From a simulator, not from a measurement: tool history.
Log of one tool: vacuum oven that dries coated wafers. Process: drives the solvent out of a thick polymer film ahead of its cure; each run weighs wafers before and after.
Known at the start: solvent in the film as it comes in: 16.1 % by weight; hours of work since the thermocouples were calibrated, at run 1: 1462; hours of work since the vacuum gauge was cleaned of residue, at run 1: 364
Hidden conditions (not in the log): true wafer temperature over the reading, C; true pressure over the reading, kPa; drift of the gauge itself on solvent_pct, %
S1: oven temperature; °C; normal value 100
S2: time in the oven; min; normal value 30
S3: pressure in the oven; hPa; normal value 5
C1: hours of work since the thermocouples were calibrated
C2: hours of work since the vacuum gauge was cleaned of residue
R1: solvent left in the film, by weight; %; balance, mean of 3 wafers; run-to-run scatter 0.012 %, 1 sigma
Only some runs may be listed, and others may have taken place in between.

{"run": 1, "hour": 0.0, "S1": 100, "S2": 30, "S3": 5, "C1": 1462, "C2": 364, "R1": 1.07}
{"run": 2, "hour": 10.9, "S1": 100, "S2": 30, "S3": 5, "C1": 1470, "C2": 371, "R1": 1.07}
{"run": 3, "hour": 28.7, "S1": 100, "S2": 30, "S3": 5, "C1": 1482, "C2": 383, "R1": 1.08}
{"run": 4, "hour": 50.6, "S1": 88, "S2": 30, "S3": 5, "C1": 1497, "C2": 398, "R1": 2.87}
{"run": 5, "hour": 69.0, "S1": 104, "S2": 30, "S3": 5, "C1": 1510, "C2": 411, "R1": 0.72}
{"run": 6, "hour": 82.9, "S1": 104, "S2": 30, "S3": 5, "C1": 1519, "C2": 420, "R1": 0.74}
{"run": 7, "hour": 103.9, "S1": 92, "S2": 30, "S3": 5, "C1": 1534, "C2": 435, "R1": 2.13}
{"run": 8, "hour": 129.4, "S1": 100, "S2": 30, "S3": 7.79, "C1": 1551, "C2": 452, "R1": 1.22}
{"run": 9, "hour": 141.3, "S1": 108, "S2": 30, "S3": 5, "C1": 1559, "C2": 460, "R1": 0.48}
{"run": 10, "hour": 155.5, "S1": 100, "S2": 30, "S3": 5, "C1": 1569, "C2": 470, "R1": 1.09}
{"run": 11, "hour": 176.4, "S1": 100, "S2": 30, "S3": 5, "C1": 1583, "C2": 484, "R1": 1.06}
{"run": 12, "hour": 194.3, "S1": 112, "S2": 30, "S3": 5, "C1": 1595, "C2": 497, "R1": 0.35}
{"run": 13, "hour": 219.0, "S1": 112, "S2": 30, "S3": 5, "C1": 1612, "C2": 514, "R1": 0.35}
{"run": 14, "hour": 243.7, "S1": 112, "S2": 30, "S3": 5, "C1": 1629, "C2": 530, "R1": 0.36}
{"run": 15, "hour": 260.1, "S1": 112, "S2": 30, "S3": 8.65, "C1": 1641, "C2": 542, "R1": 0.48}
{"run": 16, "hour": 273.7, "S1": 112, "S2": 30, "S3": 8.65, "C1": 1650, "C2": 551, "R1": 0.48}
{"run": 17, "hour": 292.9, "S1": 112, "S2": 30, "S3": 8.65, "C1": 1663, "C2": 564, "R1": 0.49}
{"run": 18, "hour": 304.9, "S1": 87, "S2": 30, "S3": 4.86, "C1": 1671, "C2": 572, "R1": 3.02}
{"run": 19, "hour": 326.9, "S1": 89, "S2": 46, "S3": 5, "C1": 1686, "C2": 587, "R1": 1.35}
{"run": 20, "hour": 345.2, "S1": 89, "S2": 46, "S3": 5, "C1": 1699, "C2": 600, "R1": 1.37}
{"run": 21, "hour": 362.5, "S1": 89, "S2": 46, "S3": 5, "C1": 1711, "C2": 612, "R1": 1.35}
{"run": 22, "hour": 384.9, "S1": 89, "S2": 46, "S3": 5, "C1": 1726, "C2": 627, "R1": 1.37}
{"run": 23, "hour": 405.6, "S1": 90, "S2": 30, "S3": 5, "C1": 1740, "C2": 641, "R1": 2.44}
{"hour": 411.7, "done": "oven's thermocouples calibrated"}
{"run": 24, "hour": 420.1, "S1": 95, "S2": 48, "S3": 3.96, "C1": 6, "C2": 650, "R1": 0.91}
{"run": 25, "hour": 435.8, "S1": 99, "S2": 19, "S3": 19.27, "C1": 16, "C2": 661, "R1": 3.88}
{"run": 26, "hour": 451.3, "S1": 99, "S2": 19, "S3": 19.27, "C1": 27, "C2": 671, "R1": 3.93}
{"run": 27, "hour": 465.7, "S1": 94, "S2": 43, "S3": 4.79, "C1": 37, "C2": 681, "R1": 1.26}
{"run": 28, "hour": 479.2, "S1": 96, "S2": 48, "S3": 3.19, "C1": 46, "C2": 690, "R1": 0.77}
{"run": 29, "hour": 492.7, "S1": 96, "S2": 53, "S3": 4.26, "C1": 55, "C2": 700, "R1": 0.72}
{"run": 30, "hour": 506.3, "S1": 100, "S2": 46, "S3": 5, "C1": 65, "C2": 709, "R1": 0.68}
{"run": 31, "hour": 528.8, "S1": 108, "S2": 29, "S3": 12.89, "C1": 80, "C2": 724, "R1": 1.09}
{"run": 32, "hour": 542.7, "S1": 108, "S2": 29, "S3": 12.89, "C1": 90, "C2": 734, "R1": 1.07}
{"run": 33, "hour": 560.1, "S1": 92, "S2": 31, "S3": 12.46, "C1": 102, "C2": 746, "R1": 3.06}

Measured result minus the same run's result without the hidden state. Both carry the same run-to-run variation, though not necessarily the same gauge scatter:
run=1 R1=-0.24
run=2 R1=-0.24
run=3 R1=-0.24
run=4 R1=-0.48
run=5 R1=-0.16
run=6 R1=-0.16
run=7 R1=-0.41
run=8 R1=-0.26
run=9 R1=-0.1
run=10 R1=-0.24
run=11 R1=-0.25
run=12 R1=-0.04
run=13 R1=-0.05
run=14 R1=-0.04
run=15 R1=-0.06
run=16 R1=-0.06
run=17 R1=-0.06
run=18 R1=-0.53
run=19 R1=-0.29
run=20 R1=-0.28
run=21 R1=-0.29
run=22 R1=-0.29
run=23 R1=-0.5
run=24 R1=+0.12
run=25 R1=+0.07
run=26 R1=+0.07
run=27 R1=+0.11
run=28 R1=+0.12
run=29 R1=+0.12
run=30 R1=+0.11
run=31 R1=+0.07
run=32 R1=+0.06
run=33 R1=+0.08

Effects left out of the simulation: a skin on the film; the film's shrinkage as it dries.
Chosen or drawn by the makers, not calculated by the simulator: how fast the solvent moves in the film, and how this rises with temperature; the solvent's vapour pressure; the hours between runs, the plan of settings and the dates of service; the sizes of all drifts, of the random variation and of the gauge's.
